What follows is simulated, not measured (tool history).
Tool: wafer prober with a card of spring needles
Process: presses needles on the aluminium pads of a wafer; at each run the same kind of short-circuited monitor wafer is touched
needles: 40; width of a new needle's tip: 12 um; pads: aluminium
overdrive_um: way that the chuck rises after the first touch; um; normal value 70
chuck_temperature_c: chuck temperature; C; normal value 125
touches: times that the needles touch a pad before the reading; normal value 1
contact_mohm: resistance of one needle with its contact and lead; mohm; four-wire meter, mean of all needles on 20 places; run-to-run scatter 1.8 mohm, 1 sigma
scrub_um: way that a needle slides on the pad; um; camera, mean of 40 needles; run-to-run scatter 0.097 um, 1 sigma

run 1 hour=0.0 | overdrive_um=70 chuck_temperature_c=125 touches=1 | contact_mohm=222 scrub_um=11.64
-- hour=5.3 tips cleaned on abrasive film
-- hour=19.8 tips cleaned on abrasive film
-- hour=34.5 tips cleaned on abrasive film
run 2 hour=37.6 | overdrive_um=70 chuck_temperature_c=125 touches=3 | contact_mohm=199 scrub_um=11.41
-- hour=48.9 tips cleaned on abrasive film
-- hour=63.4 tips cleaned on abrasive film
-- hour=77.5 tips cleaned on abrasive film
run 3 hour=78.4 | overdrive_um=70 chuck_temperature_c=125 touches=2 | contact_mohm=192 scrub_um=11.24
-- hour=89.8 tips cleaned on abrasive film
-- hour=104.4 tips cleaned on abrasive film
run 4 hour=111.4 | overdrive_um=81 chuck_temperature_c=125 touches=1 | contact_mohm=220 scrub_um=13.19
-- hour=116.6 tips cleaned on abrasive film
-- hour=130.8 tips cleaned on abrasive film
-- hour=142.6 tips cleaned on abrasive film
-- hour=157.2 tips cleaned on abrasive film
run 5 hour=161.5 | overdrive_um=81 chuck_temperature_c=125 touches=1 | contact_mohm=211 scrub_um=13.10
-- hour=170.2 tips cleaned on abrasive film
-- hour=184.9 tips cleaned on abrasive film
run 6 hour=188.1 | overdrive_um=63 chuck_temperature_c=125 touches=1 | contact_mohm=227 scrub_um=10.12
-- hour=199.4 tips cleaned on abrasive film
-- hour=214.0 tips cleaned on abrasive film
-- hour=227.6 tips cleaned on abrasive film
run 7 hour=229.9 | overdrive_um=60 chuck_temperature_c=65 touches=2 | contact_mohm=199 scrub_um=9.64
-- hour=241.4 tips cleaned on abrasive film
-- hour=253.0 tips cleaned on abrasive film, once more
run 8 hour=254.9 | overdrive_um=60 chuck_temperature_c=65 touches=2 | contact_mohm=195 scrub_um=9.54
-- hour=266.6 tips cleaned on abrasive film
-- hour=278.3 tips cleaned on abrasive film
-- hour=292.9 tips cleaned on abrasive film
run 9 hour=300.9 | overdrive_um=76 chuck_temperature_c=36 touches=2 | contact_mohm=201 scrub_um=12.10
-- hour=306.8 tips cleaned on abrasive film
-- hour=321.5 tips cleaned on abrasive film
-- hour=336.1 tips cleaned on abrasive film
run 10 hour=345.0 | overdrive_um=76 chuck_temperature_c=36 touches=2 | contact_mohm=208 scrub_um=12.35
-- hour=350.5 tips cleaned on abrasive film
-- hour=363.0 tips cleaned on abrasive film
-- hour=377.2 tips cleaned on abrasive film
run 11 hour=379.6 | overdrive_um=70 chuck_temperature_c=125 touches=1 | contact_mohm=210 scrub_um=10.98

Alternative continuations, all from the tool just after run 11; predict every row:
-- hour=391.3 tips cleaned on abrasive film
-- hour=405.5 tips cleaned on abrasive film
-- hour=417.2 tips cleaned on abrasive film
-- hour=431.5 tips cleaned on abrasive film
run A hour=434.5 | overdrive_um=57 chuck_temperature_c=125 touches=1 | contact_mohm=? scrub_um=?
-- hour=391.3 tips cleaned on abrasive film
-- hour=405.5 tips cleaned on abrasive film
-- hour=417.2 tips cleaned on abrasive film
-- hour=431.5 tips cleaned on abrasive film
run B hour=434.5 | overdrive_um=80 chuck_temperature_c=112 touches=2 | contact_mohm=? scrub_um=?
-- hour=391.3 tips cleaned on abrasive film
-- hour=405.5 tips cleaned on abrasive film
-- hour=417.2 tips cleaned on abrasive film
-- hour=431.5 tips cleaned on abrasive film
run C hour=434.5 | overdrive_um=73 chuck_temperature_c=54 touches=3 | contact_mohm=? scrub_um=?

run=A contact_mohm=234 scrub_um=8.91
run=B contact_mohm=197 scrub_um=12.76
run=C contact_mohm=186 scrub_um=11.57
With the hidden condition removed and each run's random variation left untouched, the same runs would have given:
run=A contact_mohm=186 scrub_um=9.45
run=B contact_mohm=179 scrub_um=13.30
run=C contact_mohm=171 scrub_um=12.11
